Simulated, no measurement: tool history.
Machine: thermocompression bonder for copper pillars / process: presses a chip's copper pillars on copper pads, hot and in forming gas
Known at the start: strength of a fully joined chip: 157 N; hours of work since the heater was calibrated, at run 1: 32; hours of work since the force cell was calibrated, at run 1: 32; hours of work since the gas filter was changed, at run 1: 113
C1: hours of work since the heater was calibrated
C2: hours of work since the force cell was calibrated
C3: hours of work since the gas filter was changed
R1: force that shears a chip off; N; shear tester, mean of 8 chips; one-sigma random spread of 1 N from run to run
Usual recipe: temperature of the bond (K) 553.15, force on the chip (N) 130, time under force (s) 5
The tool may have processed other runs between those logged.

Run 1, hour 0.0: usual settings; C1 32; C2 32; C3 113. Result: R1 98.4 N.
Run 2, hour 26.2: usual settings; C1 52; C2 52; C3 133. Result: R1 97.4 N.
Run 3, hour 43.0: usual settings; C1 65; C2 65; C3 146. Result: R1 96.8 N.
At hour 58.2: forming gas filter changed.
Run 4, hour 60.8: usual settings; C1 78; C2 78; C3 2. Result: R1 107.3 N.
Run 5, hour 89.6: usual settings but time under force (s) 4; C1 101; C2 101; C3 24. Result: R1 101.0 N.
Run 6, hour 119.1: usual settings; C1 123; C2 123; C3 47. Result: R1 105.6 N.
Run 7, hour 147.8: usual settings; C1 145; C2 145; C3 69. Result: R1 105.2 N.
Run 8, hour 180.8: usual settings; C1 171; C2 171; C3 94. Result: R1 101.4 N.
Run 9, hour 201.2: usual settings; C1 186; C2 186; C3 110. Result: R1 101.0 N.
Run 10, hour 219.8: usual settings; C1 201; C2 201; C3 124. Result: R1 101.2 N.
Run 11, hour 245.5: usual settings; C1 220; C2 220; C3 144. Result: R1 101.6 N.
At hour 264.8: forming gas filter changed.
Run 12, hour 268.7: usual settings; C1 238; C2 238; C3 3. Result: R1 110.6 N.
Run 13, hour 297.1: usual settings but force on the chip (N) 153; C1 260; C2 260; C3 25. Result: R1 119.7 N.
Run 14, hour 313.2: usual settings but time under force (s) 4; C1 272; C2 272; C3 37. Result: R1 103.4 N.
Run 15, hour 329.5: usual settings but temperature of the bond (K) 571.15; C1 285; C2 285; C3 50. Result: R1 125.4 N.
Run 16, hour 350.4: usual settings but temperature of the bond (K) 571.15; C1 301; C2 301; C3 66. Result: R1 125.4 N.
Run 17, hour 370.0: usual settings but temperature of the bond (K) 571.15; C1 316; C2 316; C3 81. Result: R1 124.3 N.
Run 18, hour 387.5: usual settings but time under force (s) 13; C1 329; C2 329; C3 94. Result: R1 126.1 N.
Run 19, hour 421.1: usual settings; C1 355; C2 355; C3 120. Result: R1 104.7 N.
Run 20, hour 451.1: usual settings but temperature of the bond (K) 557.15; C1 378; C2 378; C3 143. Result: R1 109.4 N.
At hour 472.3: forming gas filter changed.
Run 21, hour 487.4: usual settings but temperature of the bond (K) 557.15, force on the chip (N) 95, time under force (s) 11; C1 406; C2 406; C3 12. Result: R1 118.8 N.
Run 22, hour 503.7: usual settings but temperature of the bond (K) 557.15, force on the chip (N) 95, time under force (s) 11; C1 418; C2 418; C3 24. Result: R1 117.6 N.
Run 23, hour 518.9: usual settings but temperature of the bond (K) 572.15, force on the chip (N) 113; C1 430; C2 430; C3 36. Result: R1 120.8 N.
At hour 522.9: force cell calibrated.
Run 24, hour 547.9: usual settings but temperature of the bond (K) 572.15, force on the chip (N) 113, time under force (s) 11; C1 451; C2 19; C3 57. Result: R1 136.6 N.
Run 25, hour 568.2: usual settings but temperature of the bond (K) 556.15, force on the chip (N) 95, time under force (s) 6; C1 467; C2 35; C3 73. Result: R1 96.8 N.
Run 26, hour 593.9: usual settings but temperature of the bond (K) 556.15, force on the chip (N) 84, time under force (s) 6; C1 486; C2 55; C3 92. Result: R1 87.6 N.
Run 27, hour 612.8: usual settings but temperature of the bond (K) 560.15, force on the chip (N) 134; C1 501; C2 69; C3 107. Result: R1 117.6 N.
At hour 617.4: force cell calibrated, once more.
Run 28, hour 646.6: usual settings but temperature of the bond (K) 560.15, force on the chip (N) 134; C1 526; C2 22; C3 132. Result: R1 113.2 N.
At hour 680.6: forming gas filter changed.
Run 29, hour 683.2: usual settings but temperature of the bond (K) 560.15, force on the chip (N) 134; C1 554; C2 50; C3 2. Result: R1 127.4 N.
Run 30, hour 700.3: usual settings but force on the chip (N) 176, time under force (s) 6; C1 567; C2 63; C3 15. Result: R1 138.0 N.
Run 31, hour 722.0: usual settings but temperature of the bond (K) 530.15, force on the chip (N) 134, time under force (s) 15; C1 583; C2 80; C3 32. Result: R1 121.5 N.
Run 32, hour 758.2: usual settings but temperature of the bond (K) 530.15, force on the chip (N) 134, time under force (s) 15; C1 611; C2 108; C3 60. Result: R1 115.4 N.
At hour 791.4: heater calibrated with a thermocouple chip.
Run 33, hour 791.4: usual settings but temperature of the bond (K) 530.15, force on the chip (N) 134, time under force (s) 15; C1 0; C2 132; C3 84. Result: R1 104.5 N.
Run 34, hour 809.2: usual settings but temperature of the bond (K) 530.15, force on the chip (N) 134, time under force (s) 15; C1 14; C2 146; C3 97. Result: R1 105.2 N.
Run 35, hour 833.6: usual settings but temperature of the bond (K) 554.15, force on the chip (N) 194, time under force (s) 4; C1 32; C2 164; C3 116. Result: R1 121.8 N.
Run 36, hour 856.0: usual settings but temperature of the bond (K) 548.15, force on the chip (N) 169, time under force (s) 15; C1 50; C2 182; C3 133. Result: R1 129.6 N.
Run 37, hour 882.0: usual settings but temperature of the bond (K) 581.15, force on the chip (N) 169, time under force (s) 14; C1 70; C2 202; C3 153. Result: R1 138.4 N.
At hour 889.2: forming gas filter changed.
Run 38, hour 918.5: usual settings but temperature of the bond (K) 581.15, force on the chip (N) 169, time under force (s) 14; C1 97; C2 229; C3 23. Result: R1 153.7 N.

Predict each of these 4 candidate next runs independently; none follows another, all start after run 38:
Run A, hour 939.6: usual settings but temperature of the bond (K) 568.15, force on the chip (N) 161, time under force (s) 6; C1 114; C2 245; C3 39. Result: R1 ?.
Run B, hour 939.6: usual settings but temperature of the bond (K) 527.15, time under force (s) 7; C1 114; C2 245; C3 39. Result: R1 ?.
Run C, hour 939.6: usual settings but temperature of the bond (K) 549.15, force on the chip (N) 166, time under force (s) 4; C1 114; C2 245; C3 39. Result: R1 ?.
Run D, hour 939.6: usual settings but temperature of the bond (K) 550.15, force on the chip (N) 85, time under force (s) 10; C1 114; C2 245; C3 39. Result: R1 ?.

run     R1
  A  136.2
  B   85.1
  C  113.2
  D   91.3
Had the tool no hidden state, the same runs would have come out as:
run     R1
  A  137.9
  B   83.9
  C  113.0
  D   90.4
